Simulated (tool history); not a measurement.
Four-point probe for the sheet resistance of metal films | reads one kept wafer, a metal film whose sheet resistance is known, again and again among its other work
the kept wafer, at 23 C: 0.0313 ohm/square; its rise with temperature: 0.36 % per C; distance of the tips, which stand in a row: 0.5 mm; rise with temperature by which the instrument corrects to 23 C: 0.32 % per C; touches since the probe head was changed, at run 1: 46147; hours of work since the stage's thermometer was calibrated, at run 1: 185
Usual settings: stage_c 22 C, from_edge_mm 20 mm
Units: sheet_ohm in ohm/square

run    hour  stage_c  from_edge_mm  touches since the probe head was changed  hours of work since the stage's thermometer was calibrated  sheet_ohm
  1     0.0       22            20                                     46147                                                         185   0.031023
  2    43.2       28            20                                     48463                                                         216   0.031064
  3    87.0       28            20                                     50807                                                         248   0.031055
  4   145.4       22            20                                     53939                                                         290   0.031005
  5   178.9       22            20                                     55732                                                         314   0.030985
  6   231.9       22            20                                     58576                                                         352   0.030968
  7   271.4       22            20                                     60691                                                         381   0.030951
  8   316.6       22            20                                     63111                                                         413   0.030959
  9   347.3       22            20                                     64758                                                         435   0.030939
 10   388.6       22            20                                     66972                                                         465   0.030937
 11   437.4       22            20                                     69585                                                         500   0.030921
 12   478.4       22            20                                     71781                                                         530   0.030907
 13   528.2       22            20                                     74452                                                         566   0.030900
 14   574.9       22            10                                     76956                                                         599   0.030919
 15   633.1       22            10                                     80072                                                         641   0.030917
 16   669.2       22             3                                     82009                                                         667   0.031304
 17   703.7       22            20                                     83856                                                         692   0.030870
 18   754.7       34            20                                     86591                                                         729   0.030976
 19   790.4       22            25                                     88501                                                         754   0.030835
 20   841.2       22            20                                     91225                                                         791   0.030825
      865.7  -- new probe head fitted
 21   869.7       22            52                                       214                                                         811   0.031228
 22   927.1       22            52                                      3289                                                         852   0.031207
 23   970.2       24             7                                      5597                                                         883   0.031302
 24  1025.5       24             7                                      8560                                                         923   0.031294
 25  1058.4       23             8                                     10325                                                         947   0.031262

Forecast run 26:
 26  1090.9       20            64                                     12066                                                         970          ?

Run 26 gave sheet_ohm 0.031148 ohm/square.
Without the tool's hidden state the same run would have given sheet_ohm 0.031267 ohm/square.

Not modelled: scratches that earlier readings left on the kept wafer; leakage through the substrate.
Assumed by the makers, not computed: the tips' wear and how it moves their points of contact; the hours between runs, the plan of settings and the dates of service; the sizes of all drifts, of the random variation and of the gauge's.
